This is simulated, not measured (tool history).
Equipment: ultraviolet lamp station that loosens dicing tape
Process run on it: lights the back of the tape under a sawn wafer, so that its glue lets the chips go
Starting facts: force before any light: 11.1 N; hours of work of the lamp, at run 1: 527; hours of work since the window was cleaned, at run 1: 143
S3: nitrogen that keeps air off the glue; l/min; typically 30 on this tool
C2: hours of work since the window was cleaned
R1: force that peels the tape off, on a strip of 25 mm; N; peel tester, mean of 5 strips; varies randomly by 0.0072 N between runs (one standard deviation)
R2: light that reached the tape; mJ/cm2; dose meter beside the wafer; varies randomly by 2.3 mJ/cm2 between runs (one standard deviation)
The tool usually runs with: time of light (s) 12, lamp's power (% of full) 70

{"run": 1, "hour": 0.0, "time of light (s)": 12, "lamp's power (% of full)": 70, "S3": 30, "hours of work of the lamp": 527, "C2": 143, "R1": 0.402, "R2": 203}
{"run": 2, "hour": 28.1, "time of light (s)": 12, "lamp's power (% of full)": 70, "S3": 30, "hours of work of the lamp": 544, "C2": 160, "R1": 0.414, "R2": 203}
{"run": 3, "hour": 51.8, "time of light (s)": 12, "lamp's power (% of full)": 70, "S3": 30, "hours of work of the lamp": 559, "C2": 175, "R1": 0.446, "R2": 201}
{"run": 4, "hour": 79.5, "time of light (s)": 12, "lamp's power (% of full)": 70, "S3": 30, "hours of work of the lamp": 576, "C2": 192, "R1": 0.446, "R2": 202}
{"run": 5, "hour": 93.1, "time of light (s)": 11, "lamp's power (% of full)": 70, "S3": 30, "hours of work of the lamp": 584, "C2": 200, "R1": 0.557, "R2": 183}
{"run": 6, "hour": 120.0, "time of light (s)": 11, "lamp's power (% of full)": 70, "S3": 30, "hours of work of the lamp": 601, "C2": 217, "R1": 0.596, "R2": 179}
{"run": 7, "hour": 141.4, "time of light (s)": 12, "lamp's power (% of full)": 70, "S3": 30, "hours of work of the lamp": 614, "C2": 230, "R1": 0.466, "R2": 192}
{"run": 8, "hour": 159.1, "time of light (s)": 12, "lamp's power (% of full)": 70, "S3": 30, "hours of work of the lamp": 625, "C2": 241, "R1": 0.492, "R2": 194}
{"run": 9, "hour": 187.8, "time of light (s)": 12, "lamp's power (% of full)": 70, "S3": 30, "hours of work of the lamp": 643, "C2": 259, "R1": 0.492, "R2": 189}
{"run": 10, "hour": 200.3, "time of light (s)": 12, "lamp's power (% of full)": 75, "S3": 30, "hours of work of the lamp": 650, "C2": 266, "R1": 0.43, "R2": 201}
{"run": 11, "hour": 219.6, "time of light (s)": 9, "lamp's power (% of full)": 63, "S3": 10, "hours of work of the lamp": 662, "C2": 278, "R1": 2.842, "R2": 127}
{"run": 12, "hour": 239.6, "time of light (s)": 9, "lamp's power (% of full)": 63, "S3": 10, "hours of work of the lamp": 674, "C2": 290, "R1": 2.881, "R2": 129}
{"run": 13, "hour": 265.4, "time of light (s)": 9, "lamp's power (% of full)": 76, "S3": 48, "hours of work of the lamp": 690, "C2": 306, "R1": 0.586, "R2": 153}
{"hour": 267.5, "done": "window cleaned of glue's vapour"}
{"run": 14, "hour": 291.0, "time of light (s)": 6, "lamp's power (% of full)": 63, "S3": 49, "hours of work of the lamp": 706, "C2": 14, "R1": 2.477, "R2": 74}
{"run": 15, "hour": 302.7, "time of light (s)": 11, "lamp's power (% of full)": 70, "S3": 30, "hours of work of the lamp": 713, "C2": 22, "R1": 0.934, "R2": 148}
{"run": 16, "hour": 318.0, "time of light (s)": 12, "lamp's power (% of full)": 70, "S3": 21, "hours of work of the lamp": 722, "C2": 31, "R1": 1.068, "R2": 163}
{"run": 17, "hour": 343.7, "time of light (s)": 12, "lamp's power (% of full)": 68, "S3": 11, "hours of work of the lamp": 738, "C2": 47, "R1": 2.012, "R2": 155}
{"run": 18, "hour": 368.0, "time of light (s)": 17, "lamp's power (% of full)": 64, "S3": 42, "hours of work of the lamp": 753, "C2": 62, "R1": 0.296, "R2": 204}
{"run": 19, "hour": 380.6, "time of light (s)": 17, "lamp's power (% of full)": 91, "S3": 18, "hours of work of the lamp": 761, "C2": 70, "R1": 0.284, "R2": 290}

5 options for the next run, each taken on its own from the tool as it stands now. Forecast them:
{"run": "A", "hour": 397.1, "time of light (s)": 12, "lamp's power (% of full)": 70, "S3": 33, "hours of work of the lamp": 771, "C2": 80, "R1": "?", "R2": "?"}
{"run": "B", "hour": 397.1, "time of light (s)": 17, "lamp's power (% of full)": 91, "S3": 55, "hours of work of the lamp": 771, "C2": 80, "R1": "?", "R2": "?"}
{"run": "C", "hour": 397.1, "time of light (s)": 10, "lamp's power (% of full)": 87, "S3": 30, "hours of work of the lamp": 771, "C2": 80, "R1": "?", "R2": "?"}
{"run": "D", "hour": 397.1, "time of light (s)": 17, "lamp's power (% of full)": 80, "S3": 26, "hours of work of the lamp": 771, "C2": 80, "R1": "?", "R2": "?"}
{"run": "E", "hour": 397.1, "time of light (s)": 20, "lamp's power (% of full)": 70, "S3": 18, "hours of work of the lamp": 771, "C2": 80, "R1": "?", "R2": "?"}

run=A R1=0.742 R2=157
run=B R1=0.131 R2=286
run=C R1=0.763 R2=162
run=D R1=0.281 R2=256
run=E R1=0.396 R2=262
Without the tool's hidden state the same runs would have given:
run=A R1=0.240 R2=243
run=B R1=0.110 R2=445
run=C R1=0.242 R2=251
run=D R1=0.121 R2=396
run=E R1=0.140 R2=406
